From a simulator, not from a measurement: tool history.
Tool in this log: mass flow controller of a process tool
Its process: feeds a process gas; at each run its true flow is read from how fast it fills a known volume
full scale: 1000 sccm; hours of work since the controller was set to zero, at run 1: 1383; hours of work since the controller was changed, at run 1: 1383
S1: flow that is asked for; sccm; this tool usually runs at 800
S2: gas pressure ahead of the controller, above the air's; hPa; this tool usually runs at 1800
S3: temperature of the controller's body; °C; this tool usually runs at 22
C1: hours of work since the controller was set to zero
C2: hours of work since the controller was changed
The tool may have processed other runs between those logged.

run 1 hour=0 | S1=800 S2=1800 S3=22 | C1=1383 C2=1383 | true_flow_(%)=100.1
run 2 hour=80.6 | S1=800 S2=1800 S3=22 | C1=1407 C2=1407 | true_flow_(%)=100.03
run 3 hour=227.3 | S1=800 S2=1800 S3=35 | C1=1452 C2=1452 | true_flow_(%)=100.55
run 4 hour=378 | S1=800 S2=1800 S3=35 | C1=1497 C2=1497 | true_flow_(%)=100.61
run 5 hour=517.9 | S1=800 S2=1800 S3=22 | C1=1539 C2=1539 | true_flow_(%)=100.16
run 6 hour=655.7 | S1=800 S2=1800 S3=22 | C1=1581 C2=1581 | true_flow_(%)=100.2
run 7 hour=810.3 | S1=800 S2=1800 S3=22 | C1=1628 C2=1628 | true_flow_(%)=100.27
run 8 hour=903.4 | S1=800 S2=1800 S3=22 | C1=1656 C2=1656 | true_flow_(%)=100.07
run 9 hour=984.3 | S1=249 S2=1800 S3=22 | C1=1681 C2=1681 | true_flow_(%)=100.35
run 10 hour=1079.1 | S1=800 S2=1800 S3=22 | C1=1709 C2=1709 | true_flow_(%)=100.25
run 11 hour=1168.9 | S1=800 S2=1940 S3=22 | C1=1736 C2=1736 | true_flow_(%)=100.42
run 12 hour=1305.2 | S1=800 S2=1940 S3=22 | C1=1778 C2=1778 | true_flow_(%)=100.35
run 13 hour=1442.2 | S1=800 S2=1940 S3=22 | C1=1819 C2=1819 | true_flow_(%)=100.46
run 14 hour=1530.1 | S1=800 S2=1940 S3=22 | C1=1846 C2=1846 | true_flow_(%)=100.32
run 15 hour=1682.2 | S1=800 S2=1940 S3=22 | C1=1892 C2=1892 | true_flow_(%)=100.43
run 16 hour=1800.3 | S1=800 S2=1800 S3=27 | C1=1928 C2=1928 | true_flow_(%)=100.48
run 17 hour=1870.7 | S1=800 S2=1800 S3=22 | C1=1949 C2=1949 | true_flow_(%)=100.31
run 18 hour=1985.8 | S1=800 S2=2040 S3=22 | C1=1984 C2=1984 | true_flow_(%)=100.52
run 19 hour=2134.7 | S1=800 S2=1800 S3=22 | C1=2029 C2=2029 | true_flow_(%)=100.21
run 20 hour=2272.2 | S1=800 S2=1800 S3=22 | C1=2070 C2=2070 | true_flow_(%)=100.27
run 21 hour=2377.6 | S1=800 S2=1800 S3=35 | C1=2102 C2=2102 | true_flow_(%)=100.86
run 22 hour=2480.4 | S1=800 S2=1800 S3=35 | C1=2133 C2=2133 | true_flow_(%)=100.91
run 23 hour=2638.1 | S1=800 S2=1800 S3=35 | C1=2181 C2=2181 | true_flow_(%)=100.68
run 24 hour=2807.8 | S1=800 S2=1800 S3=21 | C1=2233 C2=2233 | true_flow_(%)=100.31
run 25 hour=2923.4 | S1=800 S2=1890 S3=28 | C1=2268 C2=2268 | true_flow_(%)=100.75
run 26 hour=3073.8 | S1=800 S2=1480 S3=25 | C1=2313 C2=2313 | true_flow_(%)=100.33
run 27 hour=3191.3 | S1=800 S2=1480 S3=25 | C1=2349 C2=2349 | true_flow_(%)=100.35
run 28 hour=3308 | S1=800 S2=1420 S3=21 | C1=2384 C2=2384 | true_flow_(%)=100.24
run 29 hour=3405.6 | S1=800 S2=1420 S3=21 | C1=2413 C2=2413 | true_flow_(%)=100.07
run 30 hour=3490.4 | S1=800 S2=1420 S3=21 | C1=2439 C2=2439 | true_flow_(%)=100.15
run 31 hour=3662.2 | S1=800 S2=2590 S3=21 | C1=2491 C2=2491 | true_flow_(%)=101.16
run 32 hour=3808 | S1=169 S2=2260 S3=23 | C1=2535 C2=2535 | true_flow_(%)=102.53
run 33 hour=3893.9 | S1=819 S2=1800 S3=30 | C1=2561 C2=2561 | true_flow_(%)=100.84
run 34 hour=3968.4 | S1=800 S2=1660 S3=23 | C1=2584 C2=2584 | true_flow_(%)=100.43
run 35 hour=4090.2 | S1=800 S2=1660 S3=23 | C1=2621 C2=2621 | true_flow_(%)=100.49
run 36 hour=4253.8 | S1=221 S2=2090 S3=23 | C1=2670 C2=2670 | true_flow_(%)=101.87
run 37 hour=4382.3 | S1=194 S2=1800 S3=31 | C1=2709 C2=2709 | true_flow_(%)=102.32
run 38 hour=4502 | S1=137 S2=1800 S3=21 | C1=2745 C2=2745 | true_flow_(%)=103.22
run 39 hour=4668.4 | S1=137 S2=1800 S3=21 | C1=2796 C2=2796 | true_flow_(%)=103.22
run 40 hour=4799.5 | S1=137 S2=1800 S3=21 | C1=2835 C2=2835 | true_flow_(%)=103.21
run 41 hour=4898.1 | S1=117 S2=1800 S3=24 | C1=2865 C2=2865 | true_flow_(%)=104.26
run 42 hour=5046.4 | S1=800 S2=1800 S3=29 | C1=2910 C2=2910 | true_flow_(%)=100.76
run 43 hour=5127.3 | S1=212 S2=2410 S3=22 | C1=2935 C2=2935 | true_flow_(%)=102.39
run 44 hour=5289 | S1=172 S2=2410 S3=37 | C1=2983 C2=2983 | true_flow_(%)=103.71
run 45 hour=5384.7 | S1=289 S2=2710 S3=33 | C1=3012 C2=3012 | true_flow_(%)=102.45
run 46 hour=5528.1 | S1=289 S2=1900 S3=33 | C1=3056 C2=3056 | true_flow_(%)=101.85
run 47 hour=5617.4 | S1=103 S2=1780 S3=37 | C1=3083 C2=3083 | true_flow_(%)=105.84

Some steps in true flow (%), run to run, broken into two amounts with sign: the step expected even without the hidden condition (settings, incoming material, random variation), and the rest, left for the hidden condition together with whatever gauge scatter is not in both the measured and the hidden-condition-free result:
Hidden conditions of the tool in this case: flow at rest that the sensor doesn't see, % of full scale; true flow over the shown one, %; drift of the gauge itself on true_pct, %.
Run 31 -> 32: S1 800 -> 169, S2 2590 -> 2260, S3 21 -> 23. true flow (%) +1.37: hidden state +2.6, all else -1.23.
Run 32 -> 33: S1 169 -> 819, S2 2260 -> 1800, S3 23 -> 30. true flow (%) -1.69: hidden state -2.6, all else +0.91.
Run 41 -> 42: S1 117 -> 800, S3 24 -> 29. true flow (%) -3.5: hidden state -4.52, all else +1.02.
Run 46 -> 47: S1 289 -> 103, S2 1900 -> 1780, S3 33 -> 37. true flow (%) +3.99: hidden state +4.18, all else -0.19.
